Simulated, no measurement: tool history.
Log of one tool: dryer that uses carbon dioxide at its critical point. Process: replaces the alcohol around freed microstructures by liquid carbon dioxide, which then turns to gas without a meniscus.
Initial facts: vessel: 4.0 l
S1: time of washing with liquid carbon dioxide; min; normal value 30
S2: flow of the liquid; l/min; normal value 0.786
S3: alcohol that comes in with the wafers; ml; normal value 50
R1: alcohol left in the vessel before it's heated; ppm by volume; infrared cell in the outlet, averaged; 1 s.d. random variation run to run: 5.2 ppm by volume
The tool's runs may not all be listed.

run,hour,S1,S2,S3,R1
1,0,30,0.786,50,175
2,6.9,30,0.786,50,178
3,11.6,30,0.786,50,178
4,20.8,30,0.786,50,185
5,27.4,30,0.786,50,172
6,37.2,30,0.786,50,179
7,47.1,30,0.786,50,175
8,52.3,30,0.786,50,207
9,61.4,27,0.786,50,252
10,66.6,30,0.786,50,201
11,76.8,30,0.786,50,202
12,87.2,22,0.786,50,466
13,98,22,0.786,50,483
14,106.5,22,0.786,50,472
15,113.1,30,0.786,50,212
16,122,30,0.51,50,724
17,127.6,24,0.786,50,387
18,132.6,24,0.488,50,1395
19,141.5,24,0.488,50,1336
20,148.2,24,0.488,50,1355
21,158.8,24,0.488,50,1385
22,164.5,32,0.488,49,684
23,172.8,34,0.488,30,414
24,180.7,36,0.672,44,222
25,190.7,33,0.873,37,161
26,198.9,34,0.873,26,154
27,206.3,34,0.873,26,155
28,210.8,26,0.498,104,2202
29,216.8,26,0.498,104,2201
30,222.6,26,0.498,104,2205
31,232,30,1.12,50,169
32,242.6,30,1.12,50,170
33,249.6,47,0.976,77,153
34,258.1,21,0.911,50,418
35,262.9,21,0.911,50,418
36,269.2,21,0.911,50,416
37,273.9,21,0.911,50,409
38,282.7,30,0.786,25,216
39,290.3,30,0.623,105,835
40,298,30,1.288,21,176

Below, some changes in R1 between adjacent runs. For each, the amount present without the hidden state too (settings, incoming material, random variation) and the amount remaining for the hidden state with gauge scatter not shared by both compared results:
The tool's hidden condition here consists of: flow that reaches the vessel past the clogged filter, %; alcohol in the recycled carbon dioxide, ppm; drift of the gauge itself on alcohol_ppm, %.
Run 17 -> 18: S2 0.786 -> 0.488. R1 +1008 ppm by volume: hidden state +65, all else +943.
Run 27 -> 28: S1 34 -> 26, S2 0.873 -> 0.498, S3 26 -> 104. R1 +2047 ppm by volume: hidden state +195, all else +1852.
Run 30 -> 31: S1 26 -> 30, S2 0.498 -> 1.12, S3 104 -> 50. R1 -2036 ppm by volume: hidden state -191, all else -1845.
Run 39 -> 40: S2 0.623 -> 1.288, S3 105 -> 21. R1 -659 ppm by volume: hidden state -104, all else -555.
